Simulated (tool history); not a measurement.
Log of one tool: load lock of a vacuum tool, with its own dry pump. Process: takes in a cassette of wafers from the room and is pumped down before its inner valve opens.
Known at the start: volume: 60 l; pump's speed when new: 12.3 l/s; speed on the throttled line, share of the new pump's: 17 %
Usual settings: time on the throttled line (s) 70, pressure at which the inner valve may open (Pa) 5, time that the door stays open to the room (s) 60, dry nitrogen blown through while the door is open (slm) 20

run,day,time on the throttled line (s),pressure at which the inner valve may open (Pa),time that the door stays open to the room (s),dry nitrogen blown through while the door is open (slm),"incoming humidity of the room's air, %",time from the closed door until the inner valve may open (s),rise of the pressure with all valves shut (Pa/min)
1,0.000,70,5,60,20,42.3,112.2,0.122
2,14.988,70,5,60,20,48.4,112.6,0.131
3,28.675,70,5,60,20,47.1,112.3,0.135
4,39.658,70,5,60,20,48.7,113.3,0.144
5,59.400,70,5,60,16,44.5,111.8,0.145
6,68.762,133,5,60,16,44.0,164.2,0.151
7,82.042,83,5,60,20,44.4,124.2,0.155
8,98.550,70,5,65,20,48.4,112.4,0.160
9,116.104,70,5,65,20,43.9,113.3,0.165
10,133.704,70,5,60,20,44.4,112.7,0.173
11,143.479,70,5,60,20,47.5,113.2,0.176
12,156.904,70,5,60,20,45.7,114.3,0.177
13,177.662,128,5,60,20,46.7,158.0,0.182
# day 192.917: dry pump taken out, an overhauled one fitted
14,195.088,70,8,60,20,44.7,103.9,0.187
15,210.812,70,5,60,20,44.0,105.9,0.193
16,227.221,126,5,60,20,47.2,155.4,0.212
17,236.429,126,5,63,20,44.5,154.7,0.208
18,250.283,67,5,60,20,43.6,104.2,0.219
19,261.112,70,9,60,20,48.2,105.5,0.227
20,279.346,70,5,60,20,46.6,108.1,0.227
21,293.042,70,7,168,20,46.9,106.8,0.266
22,309.946,77,7,60,6,42.4,112.9,0.248
23,326.046,77,7,60,6,45.9,112.3,0.266
24,345.825,70,5,60,39,46.0,108.7,0.248
25,364.708,70,5,60,39,46.1,109.6,0.263
26,378.408,44,7,76,12,47.3,85.2,0.292
27,395.812,125,8,76,12,45.1,151.4,0.297
28,408.371,125,8,151,12,47.5,151.8,0.335
29,429.212,125,8,151,12,46.8,152.3,0.350
30,438.908,47,6,60,20,45.6,89.6,0.301
31,455.883,70,9,27,20,45.1,106.7,0.305
32,474.633,77,5,37,23,43.4,114.7,0.314
33,483.867,77,5,37,23,44.2,115.5,0.326
34,502.896,77,5,37,23,46.3,115.5,0.331
35,519.892,77,5,37,23,44.4,116.3,0.331
36,533.108,77,5,37,23,43.2,116.5,0.357

Some steps in time from the closed door until the inner valve may open (s) between neighbouring runs. How much of each would the tool show without its hidden state too (settings, what came in, random variation), and how much is left for the hidden state, with any gauge scatter that isn't in both results?
The hidden state here: pump's speed, % of a new pump's; leak at the door's seal, Pa l/s; drift of the gauge itself on ready_s, %; drift of the gauge itself on rise_pa_min, %.
Run 5 -> 6: time on the throttled line (s) 70 -> 133. time from the closed door until the inner valve may open (s) +52.4: hidden state -1.5, all else +53.9.
Run 12 -> 13: time on the throttled line (s) 70 -> 128. time from the closed door until the inner valve may open (s) +43.7: hidden state -1.6, all else +45.3.
Run 13 -> 14: time on the throttled line (s) 128 -> 70, pressure at which the inner valve may open (Pa) 5 -> 8, dry pump taken out, an overhauled one fitted. time from the closed door until the inner valve may open (s) -54.1: hidden state -5.4, all else -48.7.
Run 26 -> 27: time on the throttled line (s) 44 -> 125, pressure at which the inner valve may open (Pa) 7 -> 8. time from the closed door until the inner valve may open (s) +66.2: hidden state -0.6, all else +66.8.
Run 29 -> 30: time on the throttled line (s) 125 -> 47, pressure at which the inner valve may open (Pa) 8 -> 6, time that the door stays open to the room (s) 151 -> 60, dry nitrogen blown through while the door is open (slm) 12 -> 20. time from the closed door until the inner valve may open (s) -62.7: hidden state +1.2, all else -63.9.
